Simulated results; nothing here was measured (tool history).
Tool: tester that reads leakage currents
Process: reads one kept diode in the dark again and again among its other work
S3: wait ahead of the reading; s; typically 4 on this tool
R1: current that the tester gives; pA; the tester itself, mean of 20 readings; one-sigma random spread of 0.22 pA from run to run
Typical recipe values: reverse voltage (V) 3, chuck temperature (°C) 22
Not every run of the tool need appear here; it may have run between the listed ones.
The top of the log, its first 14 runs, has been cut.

{"run": 15, "hour": 529.0, "reverse voltage (V)": 3, "chuck temperature (°C)": 22, "S3": 4, "R1": 71.63}
{"run": 16, "hour": 562.9, "reverse voltage (V)": 3, "chuck temperature (°C)": 22, "S3": 4, "R1": 71.69}
{"run": 17, "hour": 584.6, "reverse voltage (V)": 3, "chuck temperature (°C)": 22, "S3": 4, "R1": 71.39}
{"run": 18, "hour": 618.7, "reverse voltage (V)": 3, "chuck temperature (°C)": 22, "S3": 4, "R1": 71.51}
{"run": 19, "hour": 669.7, "reverse voltage (V)": 3, "chuck temperature (°C)": 22, "S3": 4, "R1": 71.7}
{"hour": 696.0, "done": "chuck's temperature calibrated"}
{"run": 20, "hour": 696.0, "reverse voltage (V)": 3, "chuck temperature (°C)": 22, "S3": 4, "R1": 71.47}
{"run": 21, "hour": 731.1, "reverse voltage (V)": 10.65, "chuck temperature (°C)": 22, "S3": 4, "R1": 112.16}
{"run": 22, "hour": 758.1, "reverse voltage (V)": 3, "chuck temperature (°C)": 43, "S3": 6.55, "R1": 468.85}
{"run": 23, "hour": 796.6, "reverse voltage (V)": 3, "chuck temperature (°C)": 43, "S3": 0.54, "R1": 470.58}
{"run": 24, "hour": 824.2, "reverse voltage (V)": 3.62, "chuck temperature (°C)": 23, "S3": 4, "R1": 83.78}
{"run": 25, "hour": 852.5, "reverse voltage (V)": 3, "chuck temperature (°C)": 27, "S3": 0.88, "R1": 115.59}
{"run": 26, "hour": 885.6, "reverse voltage (V)": 3, "chuck temperature (°C)": 24, "S3": 0.3, "R1": 87.78}
{"run": 27, "hour": 933.1, "reverse voltage (V)": 15.12, "chuck temperature (°C)": 23, "S3": 2.47, "R1": 140.49}
{"run": 28, "hour": 960.2, "reverse voltage (V)": 15.12, "chuck temperature (°C)": 23, "S3": 2.47, "R1": 139.62}
{"run": 29, "hour": 991.9, "reverse voltage (V)": 15.12, "chuck temperature (°C)": 23, "S3": 2.47, "R1": 140.11}
{"run": 30, "hour": 1041.2, "reverse voltage (V)": 11.16, "chuck temperature (°C)": 22, "S3": 4, "R1": 113.62}
{"run": 31, "hour": 1075.0, "reverse voltage (V)": 11.16, "chuck temperature (°C)": 22, "S3": 4, "R1": 113.89}
{"run": 32, "hour": 1114.3, "reverse voltage (V)": 2.11, "chuck temperature (°C)": 39, "S3": 1.07, "R1": 296.57}
{"run": 33, "hour": 1164.2, "reverse voltage (V)": 2.11, "chuck temperature (°C)": 39, "S3": 1.07, "R1": 295.76}
{"run": 34, "hour": 1189.4, "reverse voltage (V)": 9.98, "chuck temperature (°C)": 58, "S3": 1.76, "R1": 2393.6}
{"run": 35, "hour": 1214.0, "reverse voltage (V)": 3, "chuck temperature (°C)": 49, "S3": 7.77, "R1": 771.37}
{"run": 36, "hour": 1255.2, "reverse voltage (V)": 14.67, "chuck temperature (°C)": 44, "S3": 2.84, "R1": 899.82}
{"run": 37, "hour": 1302.7, "reverse voltage (V)": 17.75, "chuck temperature (°C)": 31, "S3": 1.25, "R1": 311.01}
{"run": 38, "hour": 1329.8, "reverse voltage (V)": 17.75, "chuck temperature (°C)": 31, "S3": 3.11, "R1": 309.65}
{"run": 39, "hour": 1361.8, "reverse voltage (V)": 8.74, "chuck temperature (°C)": 43, "S3": 5.75, "R1": 686.74}

Branching from run 39: 4 alternative next runs. What would each branch give?
{"run": "A", "hour": 1407.7, "reverse voltage (V)": 8.74, "chuck temperature (°C)": 29, "S3": 6.64, "R1": "?"}
{"run": "B", "hour": 1407.7, "reverse voltage (V)": 8.74, "chuck temperature (°C)": 43, "S3": 1.39, "R1": "?"}
{"run": "C", "hour": 1407.7, "reverse voltage (V)": 2.43, "chuck temperature (°C)": 58, "S3": 0.99, "R1": "?"}
{"run": "D", "hour": 1407.7, "reverse voltage (V)": 8.36, "chuck temperature (°C)": 32, "S3": 5.75, "R1": "?"}

run=A R1=199.52
run=B R1=684.17
run=C R1=1450.84
run=D R1=259.13
Had the tool no hidden state, the same runs would have come out as:
run=A R1=199.58
run=B R1=684.43
run=C R1=1451.44
run=D R1=259.21
